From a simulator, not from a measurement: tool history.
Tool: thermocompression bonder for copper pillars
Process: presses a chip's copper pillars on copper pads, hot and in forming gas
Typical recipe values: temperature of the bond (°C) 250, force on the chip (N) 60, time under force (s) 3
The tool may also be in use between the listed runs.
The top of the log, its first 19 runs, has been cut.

| run | day | temperature of the bond (°C) | force on the chip (N) | time under force (s) | force that shears a chip off (N) |
|---|---|---|---|---|---|
| 20 | 8.171 | 250 | 51 | 2 | 48.7 |
| 21 | 8.600 | 250 | 51 | 2 | 49.1 |
| 22 | 9.146 | 250 | 51 | 2 | 50.9 |
|  | 9.508 | force cell calibrated, once more |
| 23 | 9.608 | 250 | 60 | 6 | 72.5 |
| 24 | 9.933 | 252 | 60 | 3 | 59.4 |
| 25 | 10.458 | 255 | 40 | 5 | 57.4 |
| 26 | 11.000 | 234 | 65 | 2 | 44.3 |
| 27 | 11.554 | 256 | 42 | 3 | 50.9 |
| 28 | 12.133 | 245 | 60 | 3 | 55.2 |
|  | 12.300 | forming gas filter changed |
| 29 | 12.775 | 245 | 60 | 3 | 56.8 |
| 30 | 13.362 | 226 | 42 | 3 | 35.7 |
| 31 | 13.654 | 226 | 42 | 3 | 36.3 |
| 32 | 13.979 | 226 | 42 | 3 | 36.6 |
| 33 | 14.383 | 237 | 56 | 3 | 50.5 |
| 34 | 14.938 | 270 | 59 | 4 | 76.7 |
| 35 | 15.304 | 263 | 37 | 3 | 52.3 |
| 36 | 15.750 | 244 | 56 | 9 | 74.4 |
| 37 | 16.288 | 256 | 70 | 3 | 67.9 |
| 38 | 16.721 | 231 | 60 | 3 | 47.5 |
| 39 | 17.179 | 231 | 60 | 3 | 47.5 |

Here are 4 independent what-if runs from the current tool condition. What would each one return?
| A | 17.554 | 224 | 60 | 3 | ? |
| B | 17.554 | 236 | 60 | 3 | ? |
| C | 17.554 | 231 | 76 | 3 | ? |
| D | 17.554 | 263 | 44 | 3 | ? |

| run | force that shears a chip off (N) |
|---|---|
| A | 43.8 |
| B | 50.9 |
| C | 53.9 |
| D | 58.4 |
With the hidden condition removed and each run's random variation left untouched, the same runs would have given:
| run | force that shears a chip off (N) |
|---|---|
| A | 45.5 |
| B | 52.8 |
| C | 55.9 |
| D | 60.2 |

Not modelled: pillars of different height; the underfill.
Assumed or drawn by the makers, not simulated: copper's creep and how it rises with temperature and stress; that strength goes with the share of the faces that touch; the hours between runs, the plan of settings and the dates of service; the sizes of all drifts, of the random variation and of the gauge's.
